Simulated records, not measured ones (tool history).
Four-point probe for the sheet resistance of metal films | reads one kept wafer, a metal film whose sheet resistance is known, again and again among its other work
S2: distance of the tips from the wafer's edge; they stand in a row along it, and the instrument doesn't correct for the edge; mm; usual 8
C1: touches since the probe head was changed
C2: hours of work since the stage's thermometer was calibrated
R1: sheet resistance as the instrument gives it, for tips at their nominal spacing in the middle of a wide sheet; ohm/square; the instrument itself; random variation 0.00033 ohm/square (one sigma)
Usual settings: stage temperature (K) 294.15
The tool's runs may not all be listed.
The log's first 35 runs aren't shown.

{"run": 36, "hour": 3788.9, "stage temperature (K)": 292.15, "S2": 3, "C1": 36803, "C2": 637, "R1": 1.777973}
{"run": 37, "hour": 3917.9, "stage temperature (K)": 303.15, "S2": 62, "C1": 41962, "C2": 729, "R1": 1.63576}
{"run": 38, "hour": 3978.2, "stage temperature (K)": 303.15, "S2": 62, "C1": 44373, "C2": 773, "R1": 1.63647}
{"run": 39, "hour": 4062.2, "stage temperature (K)": 301.15, "S2": 6, "C1": 47728, "C2": 832, "R1": 1.675275}
{"run": 40, "hour": 4179.8, "stage temperature (K)": 303.15, "S2": 34, "C1": 52431, "C2": 916, "R1": 1.638459}
{"run": 41, "hour": 4266.4, "stage temperature (K)": 307.15, "S2": 18, "C1": 55891, "C2": 978, "R1": 1.641401}
{"run": 42, "hour": 4331.2, "stage temperature (K)": 307.15, "S2": 18, "C1": 58484, "C2": 1025, "R1": 1.642323}
{"run": 43, "hour": 4421.6, "stage temperature (K)": 305.15, "S2": 4, "C1": 62095, "C2": 1089, "R1": 1.722842}
{"run": 44, "hour": 4548.1, "stage temperature (K)": 297.15, "S2": 4, "C1": 67154, "C2": 1179, "R1": 1.723943}
{"run": 45, "hour": 4615.9, "stage temperature (K)": 301.15, "S2": 25, "C1": 69865, "C2": 1228, "R1": 1.642864}

Forecast each of these 4 alternatives for the next run:
{"run": "A", "hour": 4740.0, "stage temperature (K)": 292.15, "S2": 25, "C1": 74825, "C2": 1317, "R1": "?"}
{"run": "B", "hour": 4740.0, "stage temperature (K)": 303.15, "S2": 8, "C1": 74825, "C2": 1317, "R1": "?"}
{"run": "C", "hour": 4740.0, "stage temperature (K)": 291.15, "S2": 23, "C1": 74825, "C2": 1317, "R1": "?"}
{"run": "D", "hour": 4740.0, "stage temperature (K)": 303.15, "S2": 25, "C1": 74825, "C2": 1317, "R1": "?"}

run=A R1=1.643916
run=B R1=1.662855
run=C R1=1.644536
run=D R1=1.643869
Without the tool's hidden state the same runs would have given:
run=A R1=1.629393
run=B R1=1.648257
run=C R1=1.630001
run=D R1=1.629426

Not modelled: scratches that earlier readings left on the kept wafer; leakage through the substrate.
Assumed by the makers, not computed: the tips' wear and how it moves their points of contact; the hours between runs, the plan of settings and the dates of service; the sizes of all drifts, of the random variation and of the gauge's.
